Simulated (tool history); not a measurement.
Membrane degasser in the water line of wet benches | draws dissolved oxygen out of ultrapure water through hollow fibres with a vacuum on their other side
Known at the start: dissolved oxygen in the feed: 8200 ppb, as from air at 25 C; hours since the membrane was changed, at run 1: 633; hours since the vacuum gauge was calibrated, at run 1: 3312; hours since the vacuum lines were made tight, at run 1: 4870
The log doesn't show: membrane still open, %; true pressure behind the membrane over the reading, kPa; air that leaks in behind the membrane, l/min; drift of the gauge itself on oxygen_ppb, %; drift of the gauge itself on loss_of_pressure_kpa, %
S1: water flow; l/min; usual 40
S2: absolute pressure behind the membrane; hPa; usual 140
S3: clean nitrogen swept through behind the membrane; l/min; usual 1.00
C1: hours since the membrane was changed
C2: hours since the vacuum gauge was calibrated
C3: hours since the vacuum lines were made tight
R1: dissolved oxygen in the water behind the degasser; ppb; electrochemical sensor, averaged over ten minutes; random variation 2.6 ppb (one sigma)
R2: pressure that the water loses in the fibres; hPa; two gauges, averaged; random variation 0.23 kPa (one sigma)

| run | hour | S1 | S2 | S3 | C1 | C2 | C3 | R1 | R2 |
|---|---|---|---|---|---|---|---|---|---|
| 1 | 0.0 | 40 | 140 | 1.00 | 633 | 3312 | 4870 | 881.5 | 590.8 |
| 2 | 143.0 | 40 | 140 | 0.89 | 776 | 3455 | 5013 | 955.7 | 589.0 |
|  | 191.8 | vacuum gauge calibrated |
| 3 | 316.1 | 40 | 136 | 0.89 | 949 | 124 | 5186 | 935.2 | 590.4 |
| 4 | 559.8 | 40 | 135 | 1.00 | 1193 | 368 | 5429 | 865.3 | 591.0 |
|  | 692.7 | vacuum gauge calibrated, once more |
| 5 | 700.4 | 40 | 135 | 1.57 | 1333 | 8 | 5570 | 621.3 | 589.5 |
| 6 | 918.3 | 35 | 140 | 1.00 | 1551 | 226 | 5787 | 783.7 | 521.4 |
| 7 | 1184.3 | 40 | 140 | 1.00 | 1817 | 492 | 6053 | 880.3 | 592.0 |
|  | 1343.3 | seals of the vacuum lines changed |
| 8 | 1362.5 | 40 | 140 | 1.00 | 1993 | 668 | 19 | 878.2 | 591.5 |
| 9 | 1615.4 | 40 | 140 | 1.00 | 2246 | 921 | 272 | 877.1 | 594.0 |
| 10 | 1832.1 | 40 | 140 | 1.00 | 2462 | 1137 | 489 | 883.7 | 596.9 |
| 11 | 1956.2 | 40 | 140 | 1.00 | 2587 | 1262 | 613 | 878.8 | 597.9 |
| 12 | 2117.0 | 40 | 140 | 1.00 | 2747 | 1422 | 774 | 885.5 | 593.0 |
| 13 | 2274.6 | 40 | 140 | 1.00 | 2905 | 1580 | 931 | 883.3 | 594.5 |
| 14 | 2481.3 | 40 | 140 | 1.00 | 3112 | 1787 | 1138 | 880.6 | 591.4 |
| 15 | 2598.4 | 40 | 140 | 1.00 | 3229 | 1904 | 1255 | 886.7 | 596.6 |
| 16 | 2833.1 | 40 | 140 | 1.00 | 3463 | 2138 | 1490 | 879.4 | 599.3 |
| 17 | 2979.7 | 26 | 290 | 0.51 | 3610 | 2285 | 1636 | 2042.2 | 386.1 |
| 18 | 3198.3 | 35 | 297 | 0.48 | 3829 | 2504 | 1855 | 2578.9 | 525.8 |
| 19 | 3489.5 | 35 | 130 | 2.03 | 4120 | 2795 | 2146 | 440.9 | 524.3 |
| 20 | 3684.5 | 33 | 127 | 1.07 | 4315 | 2990 | 2341 | 641.9 | 496.4 |

3 ways to go on from here, each from the tool as it stands after run 20. What would each give?
| A | 3840.3 | 24 | 264 | 2.32 | 4471 | 3146 | 2497 | ? | ? |
| B | 3840.3 | 33 | 313 | 1.07 | 4471 | 3146 | 2497 | ? | ? |
| C | 3840.3 | 40 | 140 | 1.51 | 4471 | 3146 | 2497 | ? | ? |

| run | R1 | R2 |
|---|---|---|
| A | 561.1 | 357.9 |
| B | 1580.1 | 493.5 |
| C | 672.3 | 599.2 |
Without the tool's hidden state the same runs would have given:
| run | R1 | R2 |
|---|---|---|
| A | 555.4 | 350.0 |
| B | 1572.0 | 482.6 |
| C | 661.5 | 586.0 |

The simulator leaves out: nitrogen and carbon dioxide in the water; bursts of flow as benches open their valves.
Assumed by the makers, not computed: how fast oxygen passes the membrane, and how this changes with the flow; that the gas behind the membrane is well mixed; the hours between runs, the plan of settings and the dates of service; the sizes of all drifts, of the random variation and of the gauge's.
